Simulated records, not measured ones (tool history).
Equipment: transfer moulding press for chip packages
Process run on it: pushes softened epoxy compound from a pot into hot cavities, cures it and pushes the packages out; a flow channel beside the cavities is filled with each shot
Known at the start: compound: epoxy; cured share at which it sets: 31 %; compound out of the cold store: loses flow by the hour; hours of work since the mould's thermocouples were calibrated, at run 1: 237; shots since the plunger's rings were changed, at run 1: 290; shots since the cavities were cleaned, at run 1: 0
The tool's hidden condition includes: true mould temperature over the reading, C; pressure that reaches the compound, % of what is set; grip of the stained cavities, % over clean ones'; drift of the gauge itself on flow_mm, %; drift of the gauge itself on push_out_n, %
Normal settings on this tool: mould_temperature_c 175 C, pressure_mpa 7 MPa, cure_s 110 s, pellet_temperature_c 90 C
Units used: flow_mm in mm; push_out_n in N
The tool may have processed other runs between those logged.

run,hour,mould_temperature_c,pressure_mpa,cure_s,pellet_temperature_c,hours of work since the mould's thermocouples were calibrated,shots since the plunger's rings were changed,shots since the cavities were cleaned,incoming compound's hours out of the cold store,flow_mm,push_out_n
1,0,175,7,110,90,237,290,0,32,841,490
2,11,175,7,110,90,242,361,71,10,922,535
3,32.8,175,7,105,90,251,501,211,41.2,792,640
4,53,175,7,105,90,259,631,341,42.5,789,654
5,74.6,175,7,110,90,268,770,480,29.5,845,691
6,97.5,175,7.09,110,90,278,918,628,26,843,758
7,118.1,175,7,110,90,286,1051,761,26.2,840,751
8,132.5,175,7,142,90,292,1143,853,17.8,878,659
# hour 148.4: cavities cleaned with cleaning compound and waxed
9,148.4,175,7,142,90,298,1236,0,42.7,779,757
10,170.2,175,7,142,90,307,1377,141,32.3,814,795
11,184.8,175,7,142,90,314,1471,235,18.8,875,770
12,194.9,175,7,142,90,318,1536,300,39.9,790,772
13,216.1,175,7,142,90,327,1672,436,44.5,761,792
# hour 233.2: cavities cleaned with cleaning compound and waxed, once more
14,233.2,181,7,110,90,333,1773,0,15.7,850,408
15,255.2,181,7,110,90,342,1915,142,8.5,883,470
16,276.7,181,7,110,90,351,2053,280,43.4,747,530
17,297,172,7,98,97,360,2184,411,27.1,828,940
18,314.2,180,8.17,144,90,367,2295,522,38.4,818,592
19,324.1,180,8.17,144,94,371,2359,586,35.5,834,613
20,344.2,177,6.35,125,81,380,2488,715,12.3,831,664
21,366.4,174,6.35,119,81,389,2631,858,33,766,739
# hour 379.3: plunger's sealing rings changed
# hour 383.6: cavities cleaned with cleaning compound and waxed
22,383.6,170,6.35,100,81,394,19,0,34.1,810,776
23,402,170,6.35,100,81,402,137,118,9.3,909,931
24,425.9,170,6.35,100,81,412,291,272,43.9,770,956
25,450,170,6.35,100,81,422,446,427,34.2,808,1095
26,466.2,170,6.35,100,81,429,551,532,22.6,852,1199
27,485.2,170,6.35,100,84,437,673,654,47.9,756,1120
28,505.2,176,7.96,113,90,445,802,783,24.1,905,713
29,521.2,176,5.22,113,90,452,905,886,8.1,792,747

Below are 3 alternative next runs, each starting from the tool's condition after run 29. Predict each:
# hour 531.8: cavities cleaned with cleaning compound and waxed
A,533.6,176,6.88,130,90,456,975,11,11.4,?,?
# hour 531.8: cavities cleaned with cleaning compound and waxed
B,533.6,178,5.43,110,81,456,975,11,17.4,?,?
# hour 531.8: cavities cleaned with cleaning compound and waxed
C,533.6,180,7,110,87,456,975,11,8.1,?,?

run,flow_mm,push_out_n
A,892,450
B,760,461
C,891,443
Had the tool no hidden state, the same runs would have come out as:
run,flow_mm,push_out_n
A,912,438
B,777,451
C,911,432
